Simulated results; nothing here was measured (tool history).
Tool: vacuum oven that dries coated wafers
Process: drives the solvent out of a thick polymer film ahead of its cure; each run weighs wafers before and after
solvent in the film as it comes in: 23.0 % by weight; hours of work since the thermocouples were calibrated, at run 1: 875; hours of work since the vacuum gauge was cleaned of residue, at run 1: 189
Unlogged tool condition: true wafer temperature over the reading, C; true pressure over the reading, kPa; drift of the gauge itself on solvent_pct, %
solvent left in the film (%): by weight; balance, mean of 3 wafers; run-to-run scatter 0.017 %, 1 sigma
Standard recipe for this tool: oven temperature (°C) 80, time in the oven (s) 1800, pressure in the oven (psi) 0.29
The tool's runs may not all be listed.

| run | hour | oven temperature (°C) | time in the oven (s) | pressure in the oven (psi) | hours of work since the thermocouples were calibrated | hours of work since the vacuum gauge was cleaned of residue | solvent left in the film (%) |
|---|---|---|---|---|---|---|---|
| 1 | 0 | 80 | 1800 | 0.29 | 875 | 189 | 1.6 |
| 2 | 11.1 | 80 | 1800 | 0.29 | 884 | 198 | 1.61 |
| 3 | 24.4 | 80 | 1800 | 0.29 | 893 | 207 | 1.61 |
| 4 | 39 | 80 | 1800 | 0.29 | 904 | 218 | 1.6 |
| 5 | 51.2 | 80 | 1800 | 0.29 | 913 | 227 | 1.58 |
| 6 | 60.7 | 80 | 1800 | 0.161 | 920 | 234 | 1.25 |
| 7 | 69.3 | 80 | 1800 | 0.161 | 927 | 241 | 1.26 |
| 8 | 78.5 | 80 | 1800 | 0.161 | 933 | 248 | 1.25 |
| 9 | 92.9 | 80 | 1800 | 0.29 | 944 | 258 | 1.57 |
| 10 | 101.7 | 80 | 2340 | 0.29 | 951 | 265 | 1.14 |
| 11 | 110.9 | 80 | 2340 | 0.29 | 958 | 272 | 1.1 |
| 12 | 128.3 | 80 | 1800 | 0.487 | 970 | 284 | 2.11 |
| 13 | 142.2 | 80 | 1800 | 0.487 | 981 | 295 | 2.12 |
| 14 | 156.8 | 80 | 1800 | 0.487 | 992 | 306 | 2.09 |
| 15 | 166.4 | 80 | 1800 | 0.487 | 999 | 313 | 2.13 |
| 16 | 181.5 | 93 | 1800 | 0.29 | 1010 | 324 | 0.52 |
| 17 | 189.1 | 93 | 1800 | 0.29 | 1016 | 330 | 0.51 |
| 18 | 204.7 | 93 | 1800 | 0.29 | 1027 | 341 | 0.49 |
| 19 | 211.9 | 80 | 1800 | 0.29 | 1032 | 346 | 1.55 |
| 20 | 220 | 71 | 1800 | 0.29 | 1038 | 353 | 4.98 |
| 21 | 231.1 | 71 | 1800 | 0.753 | 1047 | 361 | 6.47 |
| 22 | 244 | 80 | 2700 | 0.29 | 1056 | 370 | 0.99 |
| 23 | 255.5 | 80 | 2700 | 0.29 | 1065 | 379 | 0.95 |
| 24 | 263.2 | 80 | 2700 | 0.29 | 1071 | 385 | 0.95 |
| 25 | 277.5 | 87 | 1080 | 0.29 | 1081 | 395 | 1.31 |
| 26 | 285.5 | 80 | 1080 | 0.187 | 1087 | 401 | 3.21 |
| 27 | 300.6 | 80 | 1080 | 0.187 | 1098 | 412 | 3.25 |
| 28 | 307.8 | 90 | 1740 | 0.29 | 1104 | 418 | 0.59 |
| 29 | 318.3 | 92 | 1740 | 0.21 | 1111 | 425 | 0.39 |
| 30 | 326.3 | 92 | 1740 | 0.21 | 1117 | 431 | 0.39 |
| 31 | 340.8 | 92 | 1740 | 0.21 | 1128 | 442 | 0.37 |
| 32 | 355.2 | 80 | 1320 | 1.075 | 1139 | 453 | 4.52 |
| 33 | 367.1 | 80 | 2040 | 0.29 | 1148 | 462 | 1.31 |

Predict the results of run 34:
| 34 | 376 | 80 | 2040 | 0.29 | 1154 | 468 | ? |

solvent left in the film (%): 1.31
Had the tool carried no hidden state, the very same run would have given solvent left in the film (%) 1.52.

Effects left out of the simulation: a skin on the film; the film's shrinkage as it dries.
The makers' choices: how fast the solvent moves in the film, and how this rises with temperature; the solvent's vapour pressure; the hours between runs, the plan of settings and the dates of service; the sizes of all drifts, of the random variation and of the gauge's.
